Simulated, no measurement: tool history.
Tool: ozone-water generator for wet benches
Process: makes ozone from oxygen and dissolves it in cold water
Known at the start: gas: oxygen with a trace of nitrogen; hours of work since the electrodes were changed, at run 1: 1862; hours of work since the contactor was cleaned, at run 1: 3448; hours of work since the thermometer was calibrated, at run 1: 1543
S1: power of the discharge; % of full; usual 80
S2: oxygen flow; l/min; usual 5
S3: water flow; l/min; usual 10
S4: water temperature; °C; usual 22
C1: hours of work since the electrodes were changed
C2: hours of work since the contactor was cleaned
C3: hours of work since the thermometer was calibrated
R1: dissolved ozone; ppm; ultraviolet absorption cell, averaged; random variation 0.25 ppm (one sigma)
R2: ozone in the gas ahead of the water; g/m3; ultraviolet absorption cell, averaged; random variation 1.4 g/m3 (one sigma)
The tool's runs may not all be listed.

{"run": 1, "day": 0.0, "S1": 80, "S2": 5, "S3": 10, "S4": 22, "C1": 1862, "C2": 3448, "C3": 1543, "R1": 35, "R2": 248.3}
{"run": 2, "day": 2.183, "S1": 67, "S2": 5, "S3": 10, "S4": 22, "C1": 1898, "C2": 3484, "C3": 1580, "R1": 29.7, "R2": 216.3}
{"run": 3, "day": 4.888, "S1": 67, "S2": 5, "S3": 10, "S4": 27, "C1": 1943, "C2": 3529, "C3": 1624, "R1": 26.7, "R2": 214.8}
{"run": 4, "day": 7.6, "S1": 67, "S2": 5, "S3": 10, "S4": 27, "C1": 1988, "C2": 3574, "C3": 1669, "R1": 27, "R2": 213.8}
{"run": 5, "day": 10.683, "S1": 67, "S2": 5, "S3": 10, "S4": 27, "C1": 2039, "C2": 3625, "C3": 1720, "R1": 26.8, "R2": 212.7}
{"run": 6, "day": 14.075, "S1": 80, "S2": 5, "S3": 10, "S4": 22, "C1": 2095, "C2": 3681, "C3": 1776, "R1": 34.3, "R2": 249.3}
{"run": 7, "day": 16.121, "S1": 80, "S2": 5, "S3": 10, "S4": 22, "C1": 2129, "C2": 3715, "C3": 1810, "R1": 34.2, "R2": 250}
{"run": 8, "day": 19.058, "S1": 80, "S2": 5, "S3": 10, "S4": 22, "C1": 2177, "C2": 3763, "C3": 1859, "R1": 33.6, "R2": 247.1}
{"run": 9, "day": 21.954, "S1": 80, "S2": 3.2, "S3": 10, "S4": 22, "C1": 2225, "C2": 3811, "C3": 1907, "R1": 37, "R2": 322.7}
{"run": 10, "day": 25.246, "S1": 80, "S2": 3.2, "S3": 10, "S4": 22, "C1": 2280, "C2": 3866, "C3": 1961, "R1": 36.6, "R2": 321.7}
{"run": 11, "day": 28.129, "S1": 80, "S2": 3.2, "S3": 10, "S4": 22, "C1": 2328, "C2": 3913, "C3": 2009, "R1": 37.1, "R2": 322}
{"run": 12, "day": 30.358, "S1": 80, "S2": 5, "S3": 10, "S4": 25, "C1": 2364, "C2": 3950, "C3": 2046, "R1": 32.2, "R2": 246.4}
{"run": 13, "day": 32.025, "S1": 80, "S2": 5, "S3": 10, "S4": 25, "C1": 2392, "C2": 3978, "C3": 2074, "R1": 31.9, "R2": 246.9}
{"run": 14, "day": 34.358, "S1": 80, "S2": 5, "S3": 10, "S4": 25, "C1": 2431, "C2": 4017, "C3": 2112, "R1": 32.1, "R2": 247.4}
{"run": 15, "day": 37.729, "S1": 80, "S2": 5, "S3": 10, "S4": 22, "C1": 2486, "C2": 4072, "C3": 2168, "R1": 33.8, "R2": 245.4}
{"run": 16, "day": 40.379, "S1": 80, "S2": 5, "S3": 10, "S4": 22, "C1": 2530, "C2": 4116, "C3": 2212, "R1": 34, "R2": 245.1}
{"run": 17, "day": 42.388, "S1": 80, "S2": 5.69, "S3": 7, "S4": 22, "C1": 2564, "C2": 4149, "C3": 2245, "R1": 39.7, "R2": 224.8}
{"run": 18, "day": 43.867, "S1": 80, "S2": 5, "S3": 7, "S4": 22, "C1": 2588, "C2": 4174, "C3": 2270, "R1": 41.3, "R2": 242.3}
{"run": 19, "day": 46.692, "S1": 80, "S2": 5, "S3": 7, "S4": 22, "C1": 2635, "C2": 4221, "C3": 2317, "R1": 41.4, "R2": 243.4}
{"run": 20, "day": 49.796, "S1": 80, "S2": 2.82, "S3": 7, "S4": 22, "C1": 2686, "C2": 4272, "C3": 2368, "R1": 47.9, "R2": 341.5}
{"run": 21, "day": 51.983, "S1": 48, "S2": 7.62, "S3": 13, "S4": 22, "C1": 2722, "C2": 4308, "C3": 2404, "R1": 16.6, "R2": 124}
{"day": 52.446, "done": "contactor cleaned"}
{"run": 22, "day": 54.775, "S1": 48, "S2": 7.62, "S3": 13, "S4": 22, "C1": 2766, "C2": 39, "C3": 2448, "R1": 16.3, "R2": 125.4}
{"run": 23, "day": 57.133, "S1": 48, "S2": 7.62, "S3": 13, "S4": 22, "C1": 2805, "C2": 78, "C3": 2487, "R1": 16, "R2": 125}
{"run": 24, "day": 59.179, "S1": 80, "S2": 2.78, "S3": 10, "S4": 20, "C1": 2839, "C2": 111, "C3": 2520, "R1": 37.8, "R2": 343.6}
{"run": 25, "day": 61.188, "S1": 90, "S2": 8.04, "S3": 15, "S4": 22, "C1": 2872, "C2": 145, "C3": 2554, "R1": 24.1, "R2": 202}
{"run": 26, "day": 63.367, "S1": 80, "S2": 6, "S3": 10, "S4": 22, "C1": 2908, "C2": 181, "C3": 2590, "R1": 31, "R2": 219.9}
{"run": 27, "day": 66.05, "S1": 80, "S2": 6, "S3": 10, "S4": 22, "C1": 2953, "C2": 225, "C3": 2634, "R1": 31.5, "R2": 216.4}
{"run": 28, "day": 68.208, "S1": 50, "S2": 2.9, "S3": 13, "S4": 28, "C1": 2988, "C2": 261, "C3": 2670, "R1": 18, "R2": 226.7}
{"run": 29, "day": 71.629, "S1": 80, "S2": 2.51, "S3": 12, "S4": 25, "C1": 3045, "C2": 318, "C3": 2727, "R1": 29.7, "R2": 362.2}
{"day": 72.042, "done": "contactor cleaned, once more"}
{"run": 30, "day": 74.7, "S1": 80, "S2": 5, "S3": 14, "S4": 22, "C1": 3093, "C2": 44, "C3": 2775, "R1": 27, "R2": 240.9}
{"run": 31, "day": 77.608, "S1": 80, "S2": 3.63, "S3": 10, "S4": 19, "C1": 3141, "C2": 92, "C3": 2823, "R1": 38.2, "R2": 291.9}
{"run": 32, "day": 79.388, "S1": 80, "S2": 4.75, "S3": 10, "S4": 19, "C1": 3171, "C2": 122, "C3": 2852, "R1": 36.6, "R2": 248}

The same runs without the tool's hidden state, with the same run-to-run variation:
The hidden state here: yield of the discharge, % of new electrodes'; contactor's efficiency, % of a clean one's; true water temperature over the reading, C; drift of the gauge itself on ozone_ppm, %; drift of the gauge itself on gas_g_m3, %.
run=1 R1=37.8 R2=260.3
run=2 R1=32 R2=225.6
run=3 R1=28.8 R2=224.2
run=4 R1=29.1 R2=223.5
run=5 R1=29 R2=222.6
run=6 R1=37.4 R2=263.1
run=7 R1=37.4 R2=264
run=8 R1=36.8 R2=261.3
run=9 R1=40.5 R2=341.7
run=10 R1=40.2 R2=341.2
run=11 R1=40.9 R2=341.9
run=12 R1=35.5 R2=261.9
run=13 R1=35.2 R2=262.6
run=14 R1=35.5 R2=263.3
run=15 R1=37.5 R2=261.7
run=16 R1=37.7 R2=261.8
run=17 R1=43.8 R2=240.3
run=18 R1=45.5 R2=259.1
run=19 R1=45.8 R2=260.7
run=20 R1=53 R2=366.3
run=21 R1=18.1 R2=129.5
run=22 R1=18.2 R2=131.1
run=23 R1=17.9 R2=130.7
run=24 R1=43 R2=370
run=25 R1=28.1 R2=219.3
run=26 R1=35.5 R2=237.2
run=27 R1=36 R2=233.8
run=28 R1=20.2 R2=238.5
run=29 R1=34.4 R2=392.3
run=30 R1=29.6 R2=261.4
run=31 R1=41.8 R2=317.1
run=32 R1=40.1 R2=269.6
